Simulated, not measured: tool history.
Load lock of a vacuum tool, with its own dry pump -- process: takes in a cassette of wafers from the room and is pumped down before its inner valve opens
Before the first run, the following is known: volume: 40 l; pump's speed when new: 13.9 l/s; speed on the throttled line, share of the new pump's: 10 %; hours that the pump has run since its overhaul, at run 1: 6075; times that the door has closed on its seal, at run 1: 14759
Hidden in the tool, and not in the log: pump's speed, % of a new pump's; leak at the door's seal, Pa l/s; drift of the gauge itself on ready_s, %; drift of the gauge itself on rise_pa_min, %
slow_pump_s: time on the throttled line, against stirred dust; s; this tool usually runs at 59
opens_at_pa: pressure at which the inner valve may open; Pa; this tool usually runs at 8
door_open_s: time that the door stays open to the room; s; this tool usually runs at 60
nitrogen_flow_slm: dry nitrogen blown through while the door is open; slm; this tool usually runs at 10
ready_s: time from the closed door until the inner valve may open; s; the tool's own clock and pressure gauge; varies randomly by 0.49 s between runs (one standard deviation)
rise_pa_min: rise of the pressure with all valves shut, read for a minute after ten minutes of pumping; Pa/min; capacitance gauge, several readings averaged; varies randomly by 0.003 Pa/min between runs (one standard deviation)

run    hour  slow_pump_s  opens_at_pa  door_open_s  nitrogen_flow_slm  hours that the pump has run since its overhaul  times that the door has closed on its seal  incoming humidity of the room's air, %  ready_s  rise_pa_min
  1     0.0           59            8           60                 10                                            6075                                       14759                                    48.4     81.4        0.276
  2   137.0           59           10           60                 10                                            6212                                       15027                                    44.3     80.8        0.293
  3   406.9           59            8           60                 10                                            6482                                       15555                                    44.1     81.7        0.297
  4   598.4           59            8           60                 10                                            6673                                       15929                                    45.8     82.7        0.301
  5   860.5           59            8           60                 13                                            6935                                       16442                                    46.0     82.0        0.312
  6  1049.5           59            8           60                 13                                            7124                                       16812                                    45.4     83.0        0.328
  7  1169.2           59            8           60                 13                                            7244                                       17046                                    44.9     82.4        0.333
  8  1436.4           59            8           60                 13                                            7511                                       17568                                    45.9     81.8        0.342
  9  1566.0           59            8           60                 13                                            7641                                       17822                                    43.7     82.2        0.344
 10  1755.4           59            8           60                 13                                            7830                                       18192                                    44.8     82.7        0.354
 11  1904.3           59            8           60                 13                                            7979                                       18484                                    47.3     82.2        0.366
 12  2163.7           59            8           60                 13                                            8239                                       18991                                    44.0     83.1        0.382
 13  2291.1           59            8           60                 10                                            8366                                       19240                                    46.0     81.0        0.391
 14  2466.2           59            8           60                 10                                            8541                                       19583                                    43.3     83.5        0.388
 15  2714.6           59            8           27                 10                                            8789                                       20069                                    43.3     82.5        0.405
 16  2892.3           59            8           60                 10                                            8967                                       20416                                    46.1     82.3        0.422
 17  3109.1           59            8           60                 10                                            9184                                       20840                                    46.4     82.9        0.432
 18  3315.2           32            8           60                 10                                            9390                                       21243                                    43.0     59.4        0.447
 19  3491.0           59           12          141                  8                                            9566                                       21587                                    47.6     81.2        0.485
 20  3755.6           59           12          141                  8                                            9830                                       22105                                    44.4     81.9        0.509
 21  3965.0           66            8           60                 10                                           10040                                       22514                                    43.4     89.3        0.497
 22  4173.1           59           13           49                 16                                           10248                                       22922                                    45.2     80.9        0.491
 23  4393.7           59           13           49                 16                                           10469                                       23353                                    44.2     81.8        0.499
 24  4612.5           59           13           49                 16                                           10687                                       23781                                    41.0     81.5        0.533
 25  4747.6           43           16           49                 40                                           10822                                       24045                                    46.0     66.2        0.517
 26  4906.8           43           16           49                 40                                           10982                                       24357                                    45.2     66.7        0.542
 27  5157.7           32           15          146                 19                                           11233                                       24848                                    46.0     57.4        0.579
 28  5323.5           32           15          146                 19                                           11398                                       25172                                    46.8     57.7        0.589
 29  5512.3           32           15          146                 19                                           11587                                       25541                                    47.4     57.8        0.624
 30  5640.9           32            8          146                 19                                           11716                                       25793                                    46.0     59.3        0.621
 31  5775.2           77            7           30                 20                                           11850                                       26055                                    44.6    100.1        0.597
 32  6030.8           57           14          239                 10                                           12106                                       26555                                    46.0     79.0        0.679
 33  6156.2           57           14          239                 10                                           12231                                       26801                                    47.9     79.7        0.686
 34  6293.0           57           14           31                  6                                           12368                                       27068                                    44.1     80.3        0.626
 35  6420.5           57           14           31                  6                                           12495                                       27318                                    44.5     80.8        0.642
 36  6594.7           42           13           40                  6                                           12670                                       27659                                    42.7     67.1        0.659

Pick out some run-to-run changes in ready_s. Of each, how much would a tool without hidden state show as well, from the settings, what came in and chance, and how much is left for the hidden state and any gauge scatter not in both results compared?
Run 17 -> 18: slow_pump_s 59 -> 32. ready_s -23.5 s: hidden state +0.4, all else -23.9.
Run 18 -> 19: slow_pump_s 32 -> 59, opens_at_pa 8 -> 12, door_open_s 60 -> 141, nitrogen_flow_slm 10 -> 8. ready_s +21.8 s: hidden state -0.5, all else +22.3.
Run 30 -> 31: slow_pump_s 32 -> 77, opens_at_pa 8 -> 7, door_open_s 146 -> 30, nitrogen_flow_slm 19 -> 20. ready_s +40.8 s: hidden state -0.4, all else +41.2.

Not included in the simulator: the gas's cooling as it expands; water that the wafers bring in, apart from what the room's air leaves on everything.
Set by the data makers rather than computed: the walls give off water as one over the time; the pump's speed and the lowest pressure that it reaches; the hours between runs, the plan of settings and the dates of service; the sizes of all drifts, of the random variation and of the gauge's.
